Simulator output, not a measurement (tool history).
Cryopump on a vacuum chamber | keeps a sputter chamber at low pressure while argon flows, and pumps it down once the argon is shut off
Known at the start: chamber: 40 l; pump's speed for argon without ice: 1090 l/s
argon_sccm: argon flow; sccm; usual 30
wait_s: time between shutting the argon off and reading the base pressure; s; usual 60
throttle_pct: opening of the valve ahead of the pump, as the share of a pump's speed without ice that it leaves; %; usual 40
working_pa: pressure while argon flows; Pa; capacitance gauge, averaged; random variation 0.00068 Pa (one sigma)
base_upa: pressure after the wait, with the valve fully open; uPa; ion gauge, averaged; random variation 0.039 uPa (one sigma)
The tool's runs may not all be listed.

run     day  argon_sccm  wait_s  throttle_pct  working_pa  base_upa
  1       0          30      60            40      0.1249      2.55
  2   0.775          30      60            40      0.1241      2.55
  3   1.479          30      60            40       0.123      2.61
  4   2.508          30      60            40      0.1239       2.7
  5     3.2          30      60            40      0.1238      2.62
  6   4.646          30      60            40      0.1257      2.73
  7   5.421          30      60            40      0.1241      2.67
  8   6.179          16      60            40      0.0661      2.68
  9   7.096          16      60            40      0.0666      2.71
 10   7.717          30      49            40      0.1253      3.21
 11   9.025          30      49            40      0.1258      3.25
 12   9.938          30      49            40       0.125      3.34
 13    11.2          30      49            40      0.1242      3.26
 14  11.896          27      49            40      0.1131      3.29
 15  12.975          27      49            40      0.1135      3.44

Forecast run 16:
 16  14.475          27      49            40           ?         ?

{"run 16": {"working_pa": 0.114, "base_upa": 3.39}}
Without the tool's hidden state the same run would have given working_pa 0.1048 Pa, base_upa 2.71 uPa.

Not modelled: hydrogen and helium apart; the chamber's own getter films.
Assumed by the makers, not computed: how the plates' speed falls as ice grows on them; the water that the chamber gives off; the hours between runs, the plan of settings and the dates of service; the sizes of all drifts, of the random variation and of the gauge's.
